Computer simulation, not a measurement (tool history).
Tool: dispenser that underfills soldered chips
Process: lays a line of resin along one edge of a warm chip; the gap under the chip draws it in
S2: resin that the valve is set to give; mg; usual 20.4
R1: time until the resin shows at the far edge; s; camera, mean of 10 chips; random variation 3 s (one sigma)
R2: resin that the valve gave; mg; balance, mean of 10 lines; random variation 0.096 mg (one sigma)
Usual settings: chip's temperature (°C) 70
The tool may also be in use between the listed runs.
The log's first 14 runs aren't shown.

-- hour=114.6 new syringe of resin
run 15 hour=118.6 | chip's_temperature_(°C)=63 S2=26.4 | R1=485.1 R2=25.26
run 16 hour=127.9 | chip's_temperature_(°C)=63 S2=26.4 | R1=693.8 R2=25.24
-- hour=131.8 new syringe of resin
run 17 hour=134.6 | chip's_temperature_(°C)=63 S2=17.4 | R1=497.1 R2=16.51
-- hour=140.0 dispensing valve cleaned and set on the balance
run 18 hour=142.8 | chip's_temperature_(°C)=70 S2=17.6 | R1=475.2 R2=17.52
-- hour=150.4 new syringe of resin
run 19 hour=154.1 | chip's_temperature_(°C)=70 S2=17.6 | R1=363.8 R2=17.53
run 20 hour=163.2 | chip's_temperature_(°C)=62 S2=20.7 | R1=707.5 R2=20.33
-- hour=167.9 new syringe of resin
run 21 hour=171.9 | chip's_temperature_(°C)=62 S2=20.7 | R1=514.6 R2=20.41
run 22 hour=178.5 | chip's_temperature_(°C)=60 S2=17.4 | R1=760.5 R2=17.15
-- hour=185.2 new syringe of resin
run 23 hour=189.4 | chip's_temperature_(°C)=78 S2=22.8 | R1=248.9 R2=22.27
run 24 hour=195.6 | chip's_temperature_(°C)=84 S2=22.9 | R1=244.3 R2=22.24
-- hour=202.3 new syringe of resin
run 25 hour=202.4 | chip's_temperature_(°C)=70 S2=17.8 | R1=322.0 R2=17.25
run 26 hour=211.5 | chip's_temperature_(°C)=62 S2=21.7 | R1=631.5 R2=21.09
run 27 hour=217.7 | chip's_temperature_(°C)=62 S2=21.7 | R1=784.7 R2=20.87
-- hour=219.4 new syringe of resin
run 28 hour=227.8 | chip's_temperature_(°C)=62 S2=21.7 | R1=630.3 R2=20.79
-- hour=237.2 new syringe of resin
run 29 hour=237.3 | chip's_temperature_(°C)=66 S2=21.0 | R1=377.1 R2=19.91
run 30 hour=243.6 | chip's_temperature_(°C)=80 S2=19.3 | R1=269.2 R2=18.33
-- hour=245.2 dispensing valve cleaned and set on the balance
run 31 hour=252.2 | chip's_temperature_(°C)=81 S2=20.0 | R1=336.4 R2=20.11
-- hour=255.3 new syringe of resin
run 32 hour=262.6 | chip's_temperature_(°C)=58 S2=19.9 | R1=728.3 R2=19.51
run 33 hour=268.5 | chip's_temperature_(°C)=69 S2=19.9 | R1=555.6 R2=19.68
-- hour=273.2 new syringe of resin
run 34 hour=281.0 | chip's_temperature_(°C)=59 S2=23.2 | R1=685.4 R2=22.65
-- hour=291.0 new syringe of resin
run 35 hour=291.4 | chip's_temperature_(°C)=64 S2=24.8 | R1=410.6 R2=24.35

Forecast each of these 4 alternatives for the next run:
run A hour=300.5 | chip's_temperature_(°C)=72 S2=24.8 | R1=? R2=?
run B hour=300.5 | chip's_temperature_(°C)=70 S2=25.3 | R1=? R2=?
run C hour=300.5 | chip's_temperature_(°C)=74 S2=24.4 | R1=? R2=?
run D hour=300.5 | chip's_temperature_(°C)=61 S2=25.6 | R1=? R2=?

run=A R1=414.9 R2=23.98
run=B R1=449.8 R2=24.62
run=C R1=370.5 R2=23.82
run=D R1=660.7 R2=24.95
Without the tool's hidden state the same runs would have given:
run=A R1=269.3 R2=24.67
run=B R1=291.9 R2=25.32
run=C R1=240.9 R2=24.50
run=D R1=427.3 R2=25.66

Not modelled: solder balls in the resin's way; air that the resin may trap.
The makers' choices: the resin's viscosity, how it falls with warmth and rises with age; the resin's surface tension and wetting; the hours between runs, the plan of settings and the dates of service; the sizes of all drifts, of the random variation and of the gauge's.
